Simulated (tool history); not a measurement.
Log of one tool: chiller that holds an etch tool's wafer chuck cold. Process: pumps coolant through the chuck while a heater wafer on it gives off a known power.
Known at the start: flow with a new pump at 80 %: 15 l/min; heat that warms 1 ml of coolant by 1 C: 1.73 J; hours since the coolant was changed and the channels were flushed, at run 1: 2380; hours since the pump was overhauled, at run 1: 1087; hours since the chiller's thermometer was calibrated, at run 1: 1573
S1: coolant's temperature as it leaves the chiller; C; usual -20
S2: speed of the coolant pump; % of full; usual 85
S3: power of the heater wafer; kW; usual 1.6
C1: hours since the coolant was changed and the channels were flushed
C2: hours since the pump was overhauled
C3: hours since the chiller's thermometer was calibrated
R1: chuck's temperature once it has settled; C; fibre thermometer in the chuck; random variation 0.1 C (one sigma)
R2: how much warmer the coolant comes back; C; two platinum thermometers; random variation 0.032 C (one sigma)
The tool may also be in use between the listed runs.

Run 1, hour 0: usual settings; C1 2380; C2 1087; C3 1573. Result: R1 -4 C, R2 3.53 C.
Run 2, hour 178.3: usual settings but S2 69 % of full; C1 2558; C2 1265; C3 1751. Result: R1 -1.2 C, R2 4.33 C.
Run 3, hour 309.5: usual settings but S2 69 % of full; C1 2689; C2 1397; C3 1882. Result: R1 -1 C, R2 4.32 C.
Run 4, hour 393.3: usual settings but S2 69 % of full; C1 2773; C2 1480; C3 1966. Result: R1 -1.3 C, R2 4.37 C.
Run 5, hour 513.1: usual settings but S3 1.39 kW; C1 2893; C2 1600; C3 2086. Result: R1 -6.1 C, R2 3.04 C.
Run 6, hour 633.6: usual settings but S3 1.39 kW; C1 3013; C2 1721; C3 2206. Result: R1 -6.2 C, R2 3.08 C.
Run 7, hour 752.1: usual settings but S1 -23 C; C1 3132; C2 1839; C3 2325. Result: R1 -7.1 C, R2 3.57 C.
Run 8, hour 855.5: usual settings but S1 -23 C; C1 3235; C2 1943; C3 2428. Result: R1 -7.2 C, R2 3.58 C.
Run 9, hour 936.2: usual settings but S1 -23 C; C1 3316; C2 2023; C3 2509. Result: R1 -7.1 C, R2 3.66 C.
Run 10, hour 1018.2: usual settings but S1 -23 C; C1 3398; C2 2105; C3 2591. Result: R1 -7 C, R2 3.58 C.
Run 11, hour 1107.6: usual settings but S1 -23 C; C1 3487; C2 2195; C3 2680. Result: R1 -7.1 C, R2 3.56 C.
Run 12, hour 1210.5: usual settings but S3 2.081 kW; C1 3590; C2 2298; C3 2783. Result: R1 0.5 C, R2 4.65 C.
Run 13, hour 1375.9: usual settings but S3 2.081 kW; C1 3756; C2 2463; C3 2948. Result: R1 0.6 C, R2 4.65 C.
Run 14, hour 1560.1: usual settings but S1 -16 C; C1 3940; C2 2647; C3 3133. Result: R1 0 C, R2 3.64 C.
At hour 1658.3: chiller's thermometer calibrated.
Run 15, hour 1695.6: usual settings but S1 -16 C; C1 4074; C2 2782; C3 37. Result: R1 0 C, R2 3.59 C.
Run 16, hour 1856.3: usual settings; C1 4235; C2 2942; C3 198. Result: R1 -4.1 C, R2 3.64 C.
Run 17, hour 2020.5: usual settings; C1 4399; C2 3107; C3 362. Result: R1 -3.8 C, R2 3.67 C.
Run 18, hour 2129.5: usual settings; C1 4508; C2 3216; C3 471. Result: R1 -4.1 C, R2 3.68 C.
Run 19, hour 2296.8: usual settings; C1 4675; C2 3383; C3 638. Result: R1 -4.1 C, R2 3.6 C.
Run 20, hour 2460.7: usual settings but S3 1.181 kW; C1 4839; C2 3547; C3 802. Result: R1 -8.1 C, R2 2.78 C.
Run 21, hour 2622.5: usual settings but S1 -28 C, S3 1.675 kW; C1 5001; C2 3709; C3 964. Result: R1 -11.4 C, R2 3.84 C.
Run 22, hour 2733: usual settings but S1 -27 C, S2 67 % of full, S3 2.181 kW; C1 5112; C2 3819; C3 1075. Result: R1 -0.6 C, R2 6.31 C.

The next listed run, before its measurement:
Run 23, hour 2906.5: usual settings but S1 -27 C, S2 67 % of full, S3 2.181 kW; C1 5285; C2 3993; C3 1248. Result: R1 ?, R2 ?.

Run 23 gave R1 -0.7 C, R2 6.32 C.
Without the tool's hidden state the same run would have given R1 -0.7 C, R2 6.07 C.
